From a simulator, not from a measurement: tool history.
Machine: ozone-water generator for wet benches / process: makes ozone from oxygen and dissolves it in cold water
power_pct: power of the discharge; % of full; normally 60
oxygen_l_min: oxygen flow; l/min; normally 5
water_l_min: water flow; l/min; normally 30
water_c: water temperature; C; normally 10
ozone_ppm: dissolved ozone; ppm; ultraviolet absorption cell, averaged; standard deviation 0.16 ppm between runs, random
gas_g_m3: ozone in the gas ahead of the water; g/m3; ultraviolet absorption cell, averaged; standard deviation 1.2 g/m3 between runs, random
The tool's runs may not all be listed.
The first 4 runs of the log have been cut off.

{"run": 5, "hour": 81.0, "power_pct": 60, "oxygen_l_min": 5, "water_l_min": 30, "water_c": 10, "ozone_ppm": 20.5, "gas_g_m3": 230.1}
{"run": 6, "hour": 95.4, "power_pct": 60, "oxygen_l_min": 5, "water_l_min": 30, "water_c": 10, "ozone_ppm": 21.2, "gas_g_m3": 228.8}
{"run": 7, "hour": 123.7, "power_pct": 60, "oxygen_l_min": 5, "water_l_min": 30, "water_c": 10, "ozone_ppm": 20.9, "gas_g_m3": 226.6}
{"run": 8, "hour": 153.5, "power_pct": 60, "oxygen_l_min": 5, "water_l_min": 30, "water_c": 10, "ozone_ppm": 20.7, "gas_g_m3": 227.1}
{"run": 9, "hour": 168.4, "power_pct": 60, "oxygen_l_min": 5, "water_l_min": 34, "water_c": 10, "ozone_ppm": 18.5, "gas_g_m3": 226.9}
{"run": 10, "hour": 195.4, "power_pct": 60, "oxygen_l_min": 5, "water_l_min": 34, "water_c": 5, "ozone_ppm": 18.9, "gas_g_m3": 230.4}
{"run": 11, "hour": 209.5, "power_pct": 60, "oxygen_l_min": 5, "water_l_min": 34, "water_c": 5, "ozone_ppm": 18.9, "gas_g_m3": 228.1}
{"run": 12, "hour": 229.7, "power_pct": 60, "oxygen_l_min": 5, "water_l_min": 30, "water_c": 10, "ozone_ppm": 20.5, "gas_g_m3": 225.7}
{"run": 13, "hour": 257.6, "power_pct": 60, "oxygen_l_min": 5, "water_l_min": 30, "water_c": 10, "ozone_ppm": 20.6, "gas_g_m3": 228.2}
{"run": 14, "hour": 288.0, "power_pct": 50, "oxygen_l_min": 5, "water_l_min": 30, "water_c": 10, "ozone_ppm": 18.5, "gas_g_m3": 203.6}
{"run": 15, "hour": 305.2, "power_pct": 60, "oxygen_l_min": 5, "water_l_min": 26, "water_c": 10, "ozone_ppm": 23.7, "gas_g_m3": 227.2}
{"run": 16, "hour": 325.1, "power_pct": 60, "oxygen_l_min": 5, "water_l_min": 24, "water_c": 10, "ozone_ppm": 25.6, "gas_g_m3": 228.7}
{"run": 17, "hour": 340.9, "power_pct": 60, "oxygen_l_min": 5, "water_l_min": 24, "water_c": 10, "ozone_ppm": 25.5, "gas_g_m3": 229}
{"run": 18, "hour": 362.4, "power_pct": 60, "oxygen_l_min": 5, "water_l_min": 24, "water_c": 10, "ozone_ppm": 25.8, "gas_g_m3": 226.4}
{"run": 19, "hour": 381.2, "power_pct": 79, "oxygen_l_min": 5.31, "water_l_min": 25, "water_c": 15, "ozone_ppm": 27.8, "gas_g_m3": 263.7}
{"run": 20, "hour": 394.8, "power_pct": 46, "oxygen_l_min": 3.76, "water_l_min": 29, "water_c": 17, "ozone_ppm": 15.5, "gas_g_m3": 213.8}
{"run": 21, "hour": 416.1, "power_pct": 46, "oxygen_l_min": 3.76, "water_l_min": 29, "water_c": 17, "ozone_ppm": 15.5, "gas_g_m3": 213.5}
{"run": 22, "hour": 435.6, "power_pct": 46, "oxygen_l_min": 3.92, "water_l_min": 26, "water_c": 9, "ozone_ppm": 18.4, "gas_g_m3": 210.9}
{"run": 23, "hour": 461.8, "power_pct": 98, "oxygen_l_min": 3.92, "water_l_min": 26, "water_c": 6, "ozone_ppm": 29.3, "gas_g_m3": 325.4}
{"run": 24, "hour": 480.8, "power_pct": 60, "oxygen_l_min": 5, "water_l_min": 28, "water_c": 10, "ozone_ppm": 21.8, "gas_g_m3": 228.7}
{"run": 25, "hour": 500.0, "power_pct": 60, "oxygen_l_min": 4.62, "water_l_min": 25, "water_c": 10, "ozone_ppm": 23.9, "gas_g_m3": 231.5}
{"run": 26, "hour": 513.9, "power_pct": 59, "oxygen_l_min": 7.33, "water_l_min": 22, "water_c": 6, "ozone_ppm": 31.7, "gas_g_m3": 197.2}

Run 27 comes next. What will it give?
{"run": 27, "hour": 538.5, "power_pct": 60, "oxygen_l_min": 5, "water_l_min": 35, "water_c": 10, "ozone_ppm": "?", "gas_g_m3": "?"}

{"run 27": {"ozone_ppm": 17.5, "gas_g_m3": 227.3}}
Were there no unlogged condition in the tool, this run, its random variation unchanged, would have produced ozone_ppm 18.4 ppm, gas_g_m3 229.4 g/m3.

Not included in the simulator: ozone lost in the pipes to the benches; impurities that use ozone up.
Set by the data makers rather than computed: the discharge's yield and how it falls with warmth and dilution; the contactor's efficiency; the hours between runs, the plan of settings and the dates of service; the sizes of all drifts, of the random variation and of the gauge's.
